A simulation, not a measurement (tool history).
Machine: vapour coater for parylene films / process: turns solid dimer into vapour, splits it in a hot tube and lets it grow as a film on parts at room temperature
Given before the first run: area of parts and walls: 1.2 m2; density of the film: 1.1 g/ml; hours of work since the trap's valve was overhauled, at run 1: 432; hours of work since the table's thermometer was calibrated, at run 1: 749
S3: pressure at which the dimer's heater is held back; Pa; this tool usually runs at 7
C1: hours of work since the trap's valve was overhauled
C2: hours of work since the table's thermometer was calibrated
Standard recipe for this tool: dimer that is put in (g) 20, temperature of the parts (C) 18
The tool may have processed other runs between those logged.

run 1 day=0 | dimer_that_is_put_in_(g)=20 temperature_of_the_parts_(C)=18 S3=7 | C1=432 C2=749 | thickness_of_the_film_(um)=10.01
run 2 day=1.762 | dimer_that_is_put_in_(g)=20 temperature_of_the_parts_(C)=18 S3=8.06 | C1=470 C2=787 | thickness_of_the_film_(um)=9.83
run 3 day=2.704 | dimer_that_is_put_in_(g)=20 temperature_of_the_parts_(C)=18 S3=8.06 | C1=491 C2=807 | thickness_of_the_film_(um)=9.83
run 4 day=3.442 | dimer_that_is_put_in_(g)=20 temperature_of_the_parts_(C)=18 S3=8.06 | C1=507 C2=823 | thickness_of_the_film_(um)=9.65
run 5 day=4.775 | dimer_that_is_put_in_(g)=20 temperature_of_the_parts_(C)=18 S3=7 | C1=535 C2=852 | thickness_of_the_film_(um)=9.86
run 6 day=6.438 | dimer_that_is_put_in_(g)=20 temperature_of_the_parts_(C)=18 S3=7 | C1=571 C2=888 | thickness_of_the_film_(um)=9.71
run 7 day=8.142 | dimer_that_is_put_in_(g)=20 temperature_of_the_parts_(C)=18 S3=7 | C1=608 C2=924 | thickness_of_the_film_(um)=9.56
run 8 day=9.554 | dimer_that_is_put_in_(g)=20 temperature_of_the_parts_(C)=18 S3=7 | C1=638 C2=955 | thickness_of_the_film_(um)=9.63
-- day=9.812 trap's valve overhauled
run 9 day=11.546 | dimer_that_is_put_in_(g)=20 temperature_of_the_parts_(C)=18 S3=7 | C1=37 C2=994 | thickness_of_the_film_(um)=9.12
-- day=12.467 trap's valve overhauled, once more
run 10 day=12.65 | dimer_that_is_put_in_(g)=20 temperature_of_the_parts_(C)=18 S3=7 | C1=4 C2=1014 | thickness_of_the_film_(um)=10.87
run 11 day=13.396 | dimer_that_is_put_in_(g)=20 temperature_of_the_parts_(C)=18 S3=7 | C1=20 C2=1030 | thickness_of_the_film_(um)=10.68
run 12 day=14.321 | dimer_that_is_put_in_(g)=20 temperature_of_the_parts_(C)=18 S3=7 | C1=40 C2=1050 | thickness_of_the_film_(um)=10.63
run 13 day=15.821 | dimer_that_is_put_in_(g)=20 temperature_of_the_parts_(C)=18 S3=7 | C1=72 C2=1083 | thickness_of_the_film_(um)=10.8
run 14 day=16.621 | dimer_that_is_put_in_(g)=14 temperature_of_the_parts_(C)=18 S3=7 | C1=89 C2=1100 | thickness_of_the_film_(um)=7.27
run 15 day=18.404 | dimer_that_is_put_in_(g)=14 temperature_of_the_parts_(C)=18 S3=7 | C1=128 C2=1138 | thickness_of_the_film_(um)=7.35
run 16 day=19.3 | dimer_that_is_put_in_(g)=14 temperature_of_the_parts_(C)=18 S3=7 | C1=147 C2=1157 | thickness_of_the_film_(um)=7.26

Expected results for the next run?
run 17 day=20.379 | dimer_that_is_put_in_(g)=14 temperature_of_the_parts_(C)=25 S3=2.63 | C1=170 C2=1181 | thickness_of_the_film_(um)=?

Run 17 gave thickness of the film (um) 6.12.
Take away the tool's hidden state, keep the run-to-run variation as it was, and the same run would have given thickness of the film (um) 6.42.
